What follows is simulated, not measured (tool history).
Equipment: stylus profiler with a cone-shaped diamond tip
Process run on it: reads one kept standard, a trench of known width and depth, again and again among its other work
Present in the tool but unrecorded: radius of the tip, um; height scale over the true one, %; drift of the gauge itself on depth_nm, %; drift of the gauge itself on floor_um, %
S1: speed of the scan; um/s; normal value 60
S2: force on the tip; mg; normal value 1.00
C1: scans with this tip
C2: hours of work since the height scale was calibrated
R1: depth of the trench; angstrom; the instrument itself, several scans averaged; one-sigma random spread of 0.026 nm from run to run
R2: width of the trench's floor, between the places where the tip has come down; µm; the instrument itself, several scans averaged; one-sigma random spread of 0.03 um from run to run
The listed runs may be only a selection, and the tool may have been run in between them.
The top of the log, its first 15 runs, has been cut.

Run 16, hour 394.0: usual settings; C1 4664; C2 877. Result: R1 1009.5 angstrom, R2 27.76 µm.
Run 17, hour 419.0: usual settings; C1 4746; C2 893. Result: R1 1009.5 angstrom, R2 27.79 µm.
Run 18, hour 447.6: usual settings; C1 4841; C2 910. Result: R1 1008.7 angstrom, R2 27.81 µm.
Run 19, hour 480.9: usual settings but S2 1.41 mg; C1 4951; C2 931. Result: R1 1011.3 angstrom, R2 27.77 µm.
Run 20, hour 509.0: usual settings but S2 1.41 mg; C1 5044; C2 949. Result: R1 1011.3 angstrom, R2 27.85 µm.
At hour 531.6: height scale calibrated on a step standard.
Run 21, hour 531.9: usual settings but S1 137 um/s, S2 1.17 mg; C1 5118; C2 0. Result: R1 1010.2 angstrom, R2 27.55 µm.
Run 22, hour 558.0: usual settings but S1 176 um/s, S2 1.17 mg; C1 5205; C2 16. Result: R1 1010.1 angstrom, R2 27.41 µm.
Run 23, hour 593.6: usual settings but S1 42 um/s, S2 0.36 mg; C1 5323; C2 39. Result: R1 1004.2 angstrom, R2 27.74 µm.
Run 24, hour 626.9: usual settings but S1 42 um/s, S2 0.36 mg; C1 5433; C2 59. Result: R1 1004.7 angstrom, R2 27.77 µm.
Run 25, hour 648.1: usual settings but S1 16 um/s, S2 0.45 mg; C1 5503; C2 73. Result: R1 1005.6 angstrom, R2 27.88 µm.
Run 26, hour 678.6: usual settings but S1 82 um/s, S2 0.45 mg; C1 5604; C2 92. Result: R1 1004.6 angstrom, R2 27.54 µm.
Run 27, hour 696.4: usual settings but S1 212 um/s, S2 1.86 mg; C1 5663; C2 103. Result: R1 1013.5 angstrom, R2 27.38 µm.

Run 28 comes next. What will it give?
Run 28, hour 717.8: usual settings but S1 26 um/s, S2 2.51 mg; C1 5734; C2 116. Result: R1 ?, R2 ?.

Run 28 yielded R1 1016.5 angstrom, R2 27.97 µm.
On a tool with no hidden condition, and with the same random variation, this run would have come out at R1 1016.5 angstrom, R2 27.97 µm.
